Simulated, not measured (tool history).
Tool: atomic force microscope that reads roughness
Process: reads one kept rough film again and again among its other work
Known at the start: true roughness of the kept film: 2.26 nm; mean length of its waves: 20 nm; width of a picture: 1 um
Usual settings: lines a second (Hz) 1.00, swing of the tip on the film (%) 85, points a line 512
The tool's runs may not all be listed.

run	hour	lines a second (Hz)	swing of the tip on the film (%)	points a line	roughness of the kept film (nm (root mean square))
1	0.0	1.00	85	512	1.890
2	23.2	1.00	64	512	1.792
3	47.8	1.00	64	512	1.648
# hour 53.6: new tip fitted
4	70.8	1.00	64	512	1.867
5	94.9	1.00	64	512	1.682
# hour 105.7: new tip fitted
6	129.2	1.00	79	512	1.762
7	153.7	1.00	79	512	1.609
# hour 157.6: height scale calibrated on a step standard
# hour 161.1: new tip fitted
8	179.4	1.00	68	512	1.840
9	200.8	1.00	85	321	1.605
# hour 213.0: new tip fitted
10	221.7	1.22	61	512	1.919
11	243.2	0.62	63	512	1.781

Run 12 comes next. What will it give?
12	261.5	1.00	85	327	?

roughness of the kept film (nm (root mean square)): 1.561
Without the tool's hidden state the same run would have given roughness of the kept film (nm (root mean square)) 1.858.
